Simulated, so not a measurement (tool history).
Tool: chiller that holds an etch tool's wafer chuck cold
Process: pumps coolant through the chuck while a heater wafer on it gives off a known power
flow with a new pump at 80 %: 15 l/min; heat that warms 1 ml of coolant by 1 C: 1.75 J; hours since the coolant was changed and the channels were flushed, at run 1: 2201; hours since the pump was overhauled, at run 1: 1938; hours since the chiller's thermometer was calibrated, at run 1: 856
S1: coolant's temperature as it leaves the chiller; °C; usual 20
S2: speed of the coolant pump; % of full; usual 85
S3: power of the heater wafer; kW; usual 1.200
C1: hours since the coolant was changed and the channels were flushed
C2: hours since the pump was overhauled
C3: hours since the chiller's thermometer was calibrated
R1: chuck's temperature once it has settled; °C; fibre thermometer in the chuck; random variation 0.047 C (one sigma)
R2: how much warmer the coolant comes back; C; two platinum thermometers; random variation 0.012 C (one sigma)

Run 1, hour 0.0: usual settings; C1 2201; C2 1938; C3 856. Result: R1 27.80 °C, R2 2.74 C.
Run 2, hour 37.1: usual settings but S2 94 % of full; C1 2238; C2 1975; C3 893. Result: R1 27.19 °C, R2 2.48 C.
Run 3, hour 74.9: usual settings but S2 94 % of full; C1 2276; C2 2013; C3 931. Result: R1 27.24 °C, R2 2.45 C.
Run 4, hour 101.7: usual settings; C1 2303; C2 2040; C3 957. Result: R1 27.84 °C, R2 2.75 C.
Run 5, hour 139.5: usual settings but S2 76 % of full; C1 2340; C2 2078; C3 995. Result: R1 28.56 °C, R2 3.07 C.
Run 6, hour 177.7: usual settings but S2 76 % of full; C1 2378; C2 2116; C3 1033. Result: R1 28.60 °C, R2 3.06 C.
Run 7, hour 216.9: usual settings but S1 21 °C, S2 76 % of full; C1 2418; C2 2155; C3 1073. Result: R1 29.54 °C, R2 3.10 C.
Run 8, hour 251.6: usual settings but S1 15 °C, S2 75 % of full, S3 1.256 kW; C1 2452; C2 2190; C3 1107. Result: R1 24.25 °C, R2 3.28 C.
Run 9, hour 288.4: usual settings but S1 26 °C; C1 2489; C2 2227; C3 1144. Result: R1 33.97 °C, R2 2.76 C.
At hour 296.9: coolant pump overhauled.
Run 10, hour 318.4: usual settings but S1 11 °C; C1 2514; C2 21; C3 1169. Result: R1 19.20 °C, R2 2.87 C.
Run 11, hour 349.3: usual settings but S1 11 °C; C1 2545; C2 52; C3 1200. Result: R1 19.17 °C, R2 2.88 C.
Run 12, hour 370.8: usual settings but S1 16 °C, S2 86 % of full, S3 0.941 kW; C1 2567; C2 74; C3 1222. Result: R1 22.28 °C, R2 2.26 C.
Run 13, hour 408.2: usual settings but S2 63 % of full; C1 2604; C2 111; C3 1259. Result: R1 30.49 °C, R2 3.95 C.

Run 14 comes next. What will it give?
Run 14, hour 444.5: usual settings but S1 11 °C, S2 69 % of full, S3 1.275 kW; C1 2640; C2 148; C3 1295. Result: R1 ?, R2 ?.

{"run 14": {"R1": 21.36, "R2": 3.81}}
Without the tool's hidden state the same run would have given R1 19.94 °C, R2 3.38 C.

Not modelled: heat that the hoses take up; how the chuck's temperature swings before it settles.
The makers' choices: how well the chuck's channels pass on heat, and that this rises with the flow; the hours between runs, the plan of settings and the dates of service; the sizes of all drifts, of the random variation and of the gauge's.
